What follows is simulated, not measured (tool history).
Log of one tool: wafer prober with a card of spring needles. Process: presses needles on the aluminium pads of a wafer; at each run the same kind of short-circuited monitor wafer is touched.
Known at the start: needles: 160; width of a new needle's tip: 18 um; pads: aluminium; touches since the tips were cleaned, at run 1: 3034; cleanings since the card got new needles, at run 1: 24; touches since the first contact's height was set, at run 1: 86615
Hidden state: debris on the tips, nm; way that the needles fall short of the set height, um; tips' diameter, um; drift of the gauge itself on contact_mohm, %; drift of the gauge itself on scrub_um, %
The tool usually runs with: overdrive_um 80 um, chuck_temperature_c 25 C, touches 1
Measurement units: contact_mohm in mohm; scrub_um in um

run,hour,overdrive_um,chuck_temperature_c,touches,touches since the tips were cleaned,cleanings since the card got new needles,touches since the first contact's height was set,contact_mohm,scrub_um
1,0.0,80,25,1,3034,24,86615,245,18.57
# hour 3.3: tips cleaned on abrasive film
# hour 17.7: tips cleaned on abrasive film
2,21.4,80,25,1,979,26,92295,241,18.60
# hour 33.6: tips cleaned on abrasive film
# hour 39.4: height of the first contact set anew
# hour 49.0: tips cleaned on abrasive film
3,53.7,80,25,1,1253,28,3812,247,18.56
# hour 63.0: tips cleaned on abrasive film
# hour 76.3: tips cleaned on abrasive film
4,76.3,80,25,1,0,30,9824,243,18.56
# hour 91.4: tips cleaned on abrasive film
# hour 106.4: tips cleaned on abrasive film
5,107.0,80,25,1,153,32,17996,245,18.58
# hour 121.0: tips cleaned on abrasive film
6,129.0,65,25,1,2150,33,23862,242,15.10
# hour 135.4: tips cleaned on abrasive film
# hour 149.3: tips cleaned on abrasive film
7,154.9,65,25,1,1494,35,30753,250,15.11
# hour 164.5: tips cleaned on abrasive film
# hour 178.3: tips cleaned on abrasive film
# hour 191.1: tips cleaned on abrasive film
8,201.5,65,25,1,2787,38,43174,250,15.01
# hour 204.8: tips cleaned on abrasive film
# hour 220.4: tips cleaned on abrasive film
# hour 235.4: tips cleaned on abrasive film
9,235.4,80,25,1,0,41,52176,244,18.53
# hour 251.0: tips cleaned on abrasive film
10,259.4,80,25,1,2247,42,58589,244,18.53
# hour 265.5: tips cleaned on abrasive film
# hour 280.9: tips cleaned on abrasive film
11,286.4,80,39,1,1466,44,65772,250,18.54
# hour 294.4: tips cleaned on abrasive film
# hour 309.2: tips cleaned on abrasive film
12,320.5,80,80,1,3030,46,74880,260,18.51
# hour 323.8: tips cleaned on abrasive film
# hour 338.6: tips cleaned on abrasive film
# hour 354.1: tips cleaned on abrasive film
13,361.5,80,80,1,1972,49,85772,260,18.54
# hour 367.8: tips cleaned on abrasive film
# hour 380.6: tips cleaned on abrasive film
# hour 393.5: tips cleaned on abrasive film
14,395.4,80,36,1,522,52,94796,247,18.56
# hour 405.1: height of the first contact set anew
# hour 407.5: tips cleaned on abrasive film
15,418.1,80,36,1,2843,53,3463,248,18.53
# hour 421.4: tips cleaned on abrasive film
# hour 435.8: tips cleaned on abrasive film
# hour 449.5: tips cleaned on abrasive film
16,449.5,69,53,2,0,56,11817,256,15.89
# hour 462.8: tips cleaned on abrasive film
17,474.5,80,25,3,3138,57,18493,244,18.48
# hour 477.8: tips cleaned on abrasive film
# hour 493.0: tips cleaned on abrasive film
18,497.8,88,42,2,1300,59,24686,245,20.31
# hour 507.3: tips cleaned on abrasive film
# hour 521.1: tips cleaned on abrasive film
# hour 537.1: tips cleaned on abrasive film
19,549.5,65,28,1,3333,62,38456,249,15.05
# hour 552.8: tips cleaned on abrasive film
# hour 568.6: tips cleaned on abrasive film
20,579.6,65,28,1,2945,64,46480,250,14.99
# hour 582.9: tips cleaned on abrasive film
# hour 595.7: tips cleaned on abrasive film
# hour 610.7: tips cleaned on abrasive film
21,617.4,72,28,2,1790,67,56527,249,16.63
# hour 623.6: tips cleaned on abrasive film
# hour 638.7: tips cleaned on abrasive film
22,645.5,96,61,1,1830,69,64024,250,22.12
# hour 652.0: tips cleaned on abrasive film
# hour 664.8: tips cleaned on abrasive film
# hour 679.7: tips cleaned on abrasive film
# hour 693.6: tips cleaned on abrasive film
23,693.7,80,40,2,37,73,76834,247,18.45
# hour 707.1: tips cleaned on abrasive film
# hour 721.6: tips cleaned on abrasive film
24,726.4,99,25,2,1269,75,85535,240,22.84
# hour 736.0: tips cleaned on abrasive film
# hour 751.2: tips cleaned on abrasive film
# hour 764.0: tips cleaned on abrasive film
# hour 770.7: height of the first contact set anew
25,773.6,84,75,2,2483,78,776,255,19.34
# hour 780.0: tips cleaned on abrasive film
# hour 794.0: tips cleaned on abrasive film
# hour 808.4: tips cleaned on abrasive film
# hour 823.7: tips cleaned on abrasive film
26,823.7,82,32,1,0,82,14114,246,18.85
# hour 838.5: tips cleaned on abrasive film
# hour 851.7: tips cleaned on abrasive film
27,851.7,70,39,2,0,84,21568,245,16.14
# hour 867.5: tips cleaned on abrasive film
# hour 882.3: tips cleaned on abrasive film
28,885.3,74,79,2,789,86,30520,262,16.99

Here are 5 independent what-if runs from the current tool condition. What would each one return?
# hour 896.4: tips cleaned on abrasive film
# hour 911.1: tips cleaned on abrasive film
# hour 926.1: tips cleaned on abrasive film
A,932.3,93,79,2,1660,89,43038,?,?
# hour 896.4: tips cleaned on abrasive film
# hour 911.1: tips cleaned on abrasive film
# hour 926.1: tips cleaned on abrasive film
B,932.3,62,25,3,1660,89,43038,?,?
# hour 896.4: tips cleaned on abrasive film
# hour 911.1: tips cleaned on abrasive film
# hour 926.1: tips cleaned on abrasive film
C,932.3,80,74,1,1660,89,43038,?,?
# hour 896.4: tips cleaned on abrasive film
# hour 911.1: tips cleaned on abrasive film
# hour 926.1: tips cleaned on abrasive film
D,932.3,74,112,2,1660,89,43038,?,?
# hour 896.4: tips cleaned on abrasive film
# hour 911.1: tips cleaned on abrasive film
# hour 926.1: tips cleaned on abrasive film
E,932.3,80,106,1,1660,89,43038,?,?

run,contact_mohm,scrub_um
A,255,21.38
B,248,14.21
C,258,18.39
D,270,16.98
E,271,18.41
Without the tool's hidden state the same runs would have given:
run,contact_mohm,scrub_um
A,255,21.64
B,248,14.38
C,258,18.61
D,270,17.19
E,271,18.63

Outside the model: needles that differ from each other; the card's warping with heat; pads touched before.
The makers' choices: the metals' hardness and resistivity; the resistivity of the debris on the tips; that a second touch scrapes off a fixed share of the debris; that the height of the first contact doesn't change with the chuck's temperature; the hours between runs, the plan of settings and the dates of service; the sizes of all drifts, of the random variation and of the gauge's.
